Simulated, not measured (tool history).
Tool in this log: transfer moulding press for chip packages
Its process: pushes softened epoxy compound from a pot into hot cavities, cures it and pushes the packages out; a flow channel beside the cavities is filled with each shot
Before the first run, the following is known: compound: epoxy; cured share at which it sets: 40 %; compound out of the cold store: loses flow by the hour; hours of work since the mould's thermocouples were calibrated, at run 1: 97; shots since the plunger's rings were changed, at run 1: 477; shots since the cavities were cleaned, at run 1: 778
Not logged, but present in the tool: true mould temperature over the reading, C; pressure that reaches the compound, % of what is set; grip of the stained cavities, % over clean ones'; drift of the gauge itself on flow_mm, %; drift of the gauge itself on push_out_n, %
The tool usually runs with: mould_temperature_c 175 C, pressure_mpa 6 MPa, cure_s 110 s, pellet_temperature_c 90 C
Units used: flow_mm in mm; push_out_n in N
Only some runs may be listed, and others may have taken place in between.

run	hour	mould_temperature_c	pressure_mpa	cure_s	pellet_temperature_c	hours of work since the mould's thermocouples were calibrated	shots since the plunger's rings were changed	shots since the cavities were cleaned	incoming compound's hours out of the cold store	flow_mm	push_out_n
1	0	175	6	110	90	97	477	778	38.2	577	456
2	8.3	175	6	110	90	101	538	839	47.2	565	487
3	19.4	175	6	110	90	106	619	920	27	592	489
# hour 25.9: cavities cleaned with cleaning compound and waxed
4	31.9	175	6	110	90	111	700	44	32.4	582	295
5	38.3	175	6	110	90	114	747	91	13.6	609	311
6	46.7	175	6	110	90	118	808	152	20.5	599	347
7	53	175	6	106	90	121	855	199	47.3	565	374
8	62.8	175	6	110	90	126	927	271	25.1	593	389
9	68.2	175	6	110	90	128	966	310	16.3	606	406
10	74.2	175	6	110	90	131	1009	353	46.6	562	404
11	85.8	175	6	110	90	136	1094	438	35.7	575	422
12	96.9	176	6	110	90	141	1176	520	37.6	570	447
# hour 99.8: mould's thermocouples calibrated
13	109.9	176	6	110	90	5	1257	601	40.4	567	430
14	115.2	175	6	110	87	7	1295	639	21.9	594	460
# hour 118.7: mould's thermocouples calibrated, once more
15	128.8	175	4.75	110	85	5	1380	724	39.1	507	470
16	136.5	175	4.75	110	85	8	1437	781	20.2	531	499
17	147.5	169	5.93	109	83	13	1517	861	39.9	583	656
18	154.9	178	5.93	109	83	17	1571	915	32.7	566	433
# hour 162.1: cavities cleaned with cleaning compound and waxed
19	166.6	178	5.93	109	83	21	1646	33	38.3	560	267
20	177.8	175	7.33	110	91	26	1728	115	35.7	634	347
21	188.6	175	7.33	110	91	31	1807	194	30	638	374
22	197.7	175	7.33	110	91	36	1874	261	11.2	666	397
23	203.5	177	5.63	110	90	38	1916	303	23.8	563	381
24	208.2	174	7.02	135	90	40	1951	338	23.3	636	366
25	215.3	174	7.02	135	90	44	2003	390	33.3	616	383
26	223.1	174	7.02	135	90	47	2060	447	21.9	639	403
27	233.9	175	6.49	110	90	52	2139	526	18.1	614	459

Estimate the outcome of run 28 from the log above:
28	243.8	175	6.49	110	90	57	2211	598	37.7	?	?

Run 28 gave flow_mm 585 mm, push_out_n 450 N.
On a tool with no hidden condition, and with the same random variation, this run would have come out at flow_mm 603 mm, push_out_n 251 N.
